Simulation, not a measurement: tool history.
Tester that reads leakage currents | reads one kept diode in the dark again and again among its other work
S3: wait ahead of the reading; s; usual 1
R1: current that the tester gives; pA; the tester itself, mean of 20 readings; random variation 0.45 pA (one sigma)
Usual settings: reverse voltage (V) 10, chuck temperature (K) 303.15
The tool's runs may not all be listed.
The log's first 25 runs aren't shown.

Run 26, hour 748.3: usual settings but S3 3.56 s. Result: R1 155.75 pA.
Run 27, hour 765.9: usual settings but S3 3.56 s. Result: R1 155.85 pA.
Run 28, hour 794.7: usual settings but reverse voltage (V) 19.1, S3 1.53 s. Result: R1 224.74 pA.
Run 29, hour 816.7: usual settings but reverse voltage (V) 2.9, chuck temperature (K) 301.15. Result: R1 68.37 pA.
Run 30, hour 840: usual settings but reverse voltage (V) 1.9, S3 9.02 s. Result: R1 65.13 pA.
Run 31, hour 858: usual settings but reverse voltage (V) 1.9, S3 9.02 s. Result: R1 64.88 pA.
Run 32, hour 885.6: usual settings but reverse voltage (V) 1.9, S3 9.02 s. Result: R1 64.68 pA.
Run 33, hour 917.7: usual settings but reverse voltage (V) 1.9, S3 9.02 s. Result: R1 65.16 pA.
Run 34, hour 941.9: usual settings but reverse voltage (V) 2.2, chuck temperature (K) 293.15, S3 0.69 s. Result: R1 30.41 pA.
At hour 964.9: probe card cleaned and baked.
Run 35, hour 968.5: usual settings but reverse voltage (V) 2.2, chuck temperature (K) 293.15, S3 0.69 s. Result: R1 28.13 pA.
Run 36, hour 994.4: usual settings but reverse voltage (V) 7, chuck temperature (K) 300.15, S3 1.04 s. Result: R1 95 pA.
Run 37, hour 1029.5: usual settings but reverse voltage (V) 7, chuck temperature (K) 323.15, S3 2.06 s. Result: R1 642.61 pA.
Run 38, hour 1048: usual settings but chuck temperature (K) 306.15, S3 1.77 s. Result: R1 193.98 pA.
Run 39, hour 1079.5: usual settings but chuck temperature (K) 297.15, S3 0.65 s. Result: R1 89.86 pA.
Run 40, hour 1109.1: usual settings but chuck temperature (K) 297.15, S3 0.65 s. Result: R1 90.31 pA.
Run 41, hour 1140: usual settings but chuck temperature (K) 294.15, S3 9.27 s. Result: R1 67.06 pA.

3 ways to go on from here, each from the tool as it stands after run 41. What would each give?
Run A, hour 1167.6: usual settings but chuck temperature (K) 315.15, S3 1.74 s. Result: R1 ?.
Run B, hour 1167.6: usual settings but reverse voltage (V) 18.5. Result: R1 ?.
Run C, hour 1167.6: usual settings but reverse voltage (V) 7.9, chuck temperature (K) 295.15. Result: R1 ?.

run      R1
  A   415.9
  B  209.16
  C    66.6
Without the tool's hidden state the same runs would have given:
run      R1
  A  406.68
  B  203.02
  C   64.39
